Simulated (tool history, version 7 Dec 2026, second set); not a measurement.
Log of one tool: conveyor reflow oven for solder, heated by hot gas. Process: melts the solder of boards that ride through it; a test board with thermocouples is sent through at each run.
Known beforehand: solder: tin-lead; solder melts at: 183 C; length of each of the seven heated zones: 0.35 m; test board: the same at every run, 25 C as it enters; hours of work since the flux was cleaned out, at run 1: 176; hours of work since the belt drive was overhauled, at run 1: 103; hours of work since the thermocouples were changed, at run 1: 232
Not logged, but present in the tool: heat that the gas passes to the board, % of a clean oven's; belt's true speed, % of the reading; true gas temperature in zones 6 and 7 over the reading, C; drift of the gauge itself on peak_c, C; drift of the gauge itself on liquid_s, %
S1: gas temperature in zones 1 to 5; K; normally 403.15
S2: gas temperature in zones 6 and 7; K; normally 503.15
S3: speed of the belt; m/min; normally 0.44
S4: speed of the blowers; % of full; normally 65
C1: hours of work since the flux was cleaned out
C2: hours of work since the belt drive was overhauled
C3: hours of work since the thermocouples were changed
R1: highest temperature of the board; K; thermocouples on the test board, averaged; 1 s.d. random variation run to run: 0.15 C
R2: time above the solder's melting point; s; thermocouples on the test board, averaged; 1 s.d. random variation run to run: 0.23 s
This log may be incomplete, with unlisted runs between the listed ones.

Run 1, hour 0: usual settings; C1 176; C2 103; C3 232. Result: R1 484.25 K, R2 61.1 s.
Run 2, hour 17.6: usual settings; C1 185; C2 112; C3 241. Result: R1 484.25 K, R2 61.1 s.
Run 3, hour 42.7: usual settings; C1 198; C2 125; C3 254. Result: R1 484.35 K, R2 61.5 s.
Run 4, hour 68.7: usual settings; C1 211; C2 138; C3 267. Result: R1 484.45 K, R2 60.7 s.
Run 5, hour 84: usual settings; C1 219; C2 146; C3 275. Result: R1 484.25 K, R2 61.2 s.
Run 6, hour 110.7: usual settings but S1 390.15 K; C1 233; C2 159; C3 289. Result: R1 481.55 K, R2 53.6 s.
Run 7, hour 136.9: usual settings but S1 390.15 K; C1 246; C2 173; C3 302. Result: R1 482.05 K, R2 52.8 s.
Run 8, hour 158.2: usual settings but S1 390.15 K; C1 257; C2 184; C3 313. Result: R1 481.55 K, R2 53.1 s.
Run 9, hour 175.9: usual settings but S1 390.15 K; C1 266; C2 193; C3 322. Result: R1 481.65 K, R2 53.4 s.
Run 10, hour 192.5: usual settings but S1 390.15 K, S4 86 % of full; C1 275; C2 201; C3 330. Result: R1 486.25 K, R2 60.3 s.
Run 11, hour 209.6: usual settings but S1 390.15 K, S4 86 % of full; C1 283; C2 210; C3 339. Result: R1 486.15 K, R2 59.8 s.
At hour 228.2: flux residue cleaned out of gas plates and filters.
Run 12, hour 228.3: usual settings but S1 390.15 K, S4 86 % of full; C1 0; C2 217; C3 346. Result: R1 487.05 K, R2 61.4 s.
Run 13, hour 247.7: usual settings; C1 10; C2 227; C3 356. Result: R1 484.75 K, R2 62.3 s.
Run 14, hour 262.5: usual settings; C1 18; C2 234; C3 364. Result: R1 484.85 K, R2 62.3 s.
Run 15, hour 279.2: usual settings; C1 26; C2 243; C3 372. Result: R1 485.25 K, R2 62.3 s.
Run 16, hour 296.8: usual settings but S2 502.15 K; C1 35; C2 252; C3 381. Result: R1 484.05 K, R2 61.3 s.
Run 17, hour 312.4: usual settings but S2 502.15 K, S3 0.359 m/min; C1 43; C2 260; C3 389. Result: R1 490.15 K, R2 85.5 s.
Run 18, hour 332.6: usual settings but S2 502.15 K, S3 0.359 m/min; C1 53; C2 270; C3 399. Result: R1 490.55 K, R2 85.1 s.
Run 19, hour 352.5: usual settings but S1 399.15 K, S4 63 % of full; C1 63; C2 280; C3 410. Result: R1 483.65 K, R2 58.9 s.
Run 20, hour 365.9: usual settings but S3 0.53 m/min, S4 61 % of full; C1 70; C2 287; C3 416. Result: R1 477.05 K, R2 40.6 s.
Run 21, hour 379.7: usual settings but S1 397.15 K, S3 0.371 m/min; C1 77; C2 294; C3 423. Result: R1 489.35 K, R2 78.2 s.
Run 22, hour 403.5: usual settings but S1 397.15 K, S3 0.371 m/min; C1 89; C2 306; C3 436. Result: R1 489.55 K, R2 78.5 s.
Run 23, hour 418.9: usual settings but S2 517.15 K; C1 97; C2 314; C3 443. Result: R1 496.75 K, R2 73.7 s.
Run 24, hour 437.8: usual settings but S1 413.15 K, S2 500.15 K, S3 0.386 m/min, S4 68 % of full; C1 107; C2 324; C3 453. Result: R1 488.55 K, R2 82.1 s.
Run 25, hour 453.7: usual settings but S1 397.15 K, S2 500.15 K, S3 0.386 m/min, S4 68 % of full; C1 115; C2 332; C3 461. Result: R1 486.25 K, R2 71.8 s.
Run 26, hour 472.3: usual settings but S1 397.15 K, S2 500.15 K, S3 0.386 m/min, S4 68 % of full; C1 125; C2 341; C3 471. Result: R1 485.75 K, R2 71.4 s.
Run 27, hour 488.4: usual settings but S2 512.15 K, S3 0.471 m/min, S4 80 % of full; C1 133; C2 349; C3 479. Result: R1 493.25 K, R2 66.2 s.

What does the tool deliver on the next run?
Run 28, hour 504.5: usual settings but S1 411.15 K, S2 511.15 K, S3 0.465 m/min; C1 141; C2 358; C3 487. Result: R1 ?, R2 ?.

{"run 28": {"R1": 491.15, "R2": 67.6}}
Had the tool carried no hidden state, the very same run would have given R1 491.05 K, R2 67.4 s.
